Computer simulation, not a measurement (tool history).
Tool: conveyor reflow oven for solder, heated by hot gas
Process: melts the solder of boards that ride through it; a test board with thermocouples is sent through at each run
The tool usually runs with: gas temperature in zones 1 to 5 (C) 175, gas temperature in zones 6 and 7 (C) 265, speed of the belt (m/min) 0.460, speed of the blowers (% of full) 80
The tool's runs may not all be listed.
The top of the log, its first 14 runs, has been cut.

| run | hour | gas temperature in zones 1 to 5 (C) | gas temperature in zones 6 and 7 (C) | speed of the belt (m/min) | speed of the blowers (% of full) | hours of work since the flux was cleaned out | hours of work since the belt drive was overhauled | hours of work since the thermocouples were changed | highest temperature of the board (C) | time above the solder's melting point (s) |
|---|---|---|---|---|---|---|---|---|---|---|
| 15 | 171.1 | 175 | 275 | 0.460 | 80 | 64 | 650 | 402 | 260.51 | 64.7 |
| 16 | 186.1 | 175 | 265 | 0.508 | 80 | 76 | 662 | 414 | 248.54 | 50.4 |
| 17 | 195.6 | 175 | 265 | 0.508 | 80 | 83 | 669 | 421 | 248.61 | 50.7 |
| 18 | 204.0 | 175 | 265 | 0.508 | 80 | 90 | 676 | 428 | 248.75 | 50.6 |
| 19 | 212.0 | 182 | 270 | 0.409 | 65 | 96 | 682 | 434 | 256.46 | 72.9 |
| 20 | 221.6 | 171 | 269 | 0.460 | 80 | 104 | 689 | 441 | 254.52 | 59.6 |
| 21 | 233.0 | 190 | 265 | 0.460 | 82 | 112 | 698 | 450 | 254.16 | 67.1 |
| 22 | 250.2 | 190 | 265 | 0.460 | 82 | 126 | 712 | 464 | 254.27 | 67.3 |
| 23 | 259.1 | 190 | 257 | 0.483 | 82 | 133 | 718 | 471 | 246.21 | 58.6 |
| 24 | 273.1 | 184 | 278 | 0.432 | 86 | 144 | 729 | 481 | 267.48 | 76.2 |
| 25 | 282.3 | 173 | 259 | 0.460 | 80 | 151 | 737 | 489 | 246.02 | 54.1 |
|  | 293.8 | flux residue cleaned out of gas plates and filters |
| 26 | 301.9 | 173 | 259 | 0.460 | 60 | 6 | 748 | 500 | 240.04 | 45.9 |
| 27 | 309.4 | 170 | 268 | 0.409 | 75 | 12 | 754 | 506 | 255.75 | 68.2 |
| 28 | 325.9 | 175 | 274 | 0.460 | 89 | 25 | 767 | 519 | 261.72 | 65.7 |
| 29 | 342.0 | 175 | 258 | 0.470 | 52 | 38 | 779 | 531 | 235.49 | 38.8 |
| 30 | 353.5 | 189 | 265 | 0.460 | 75 | 47 | 788 | 540 | 252.58 | 65.3 |
| 31 | 370.0 | 189 | 265 | 0.473 | 75 | 59 | 801 | 553 | 251.95 | 62.9 |

Consider 3 possible next runs. They are alternatives, not a sequence: every one starts from the tool as it was left by run 31. What does each give?
| A | 382.6 | 189 | 265 | 0.508 | 75 | 69 | 811 | 563 | ? | ? |
| B | 382.6 | 175 | 265 | 0.412 | 59 | 69 | 811 | 563 | ? | ? |
| C | 382.6 | 175 | 264 | 0.456 | 75 | 69 | 811 | 563 | ? | ? |

| run | highest temperature of the board (C) | time above the solder's melting point (s) |
|---|---|---|
| A | 250.15 | 56.7 |
| B | 248.91 | 62.7 |
| C | 249.71 | 57.8 |
The same runs, with their run-to-run variation unchanged, on a tool lacking any hidden condition would have given:
| run | highest temperature of the board (C) | time above the solder's melting point (s) |
|---|---|---|
| A | 250.14 | 56.7 |
| B | 248.90 | 62.6 |
| C | 249.70 | 57.8 |

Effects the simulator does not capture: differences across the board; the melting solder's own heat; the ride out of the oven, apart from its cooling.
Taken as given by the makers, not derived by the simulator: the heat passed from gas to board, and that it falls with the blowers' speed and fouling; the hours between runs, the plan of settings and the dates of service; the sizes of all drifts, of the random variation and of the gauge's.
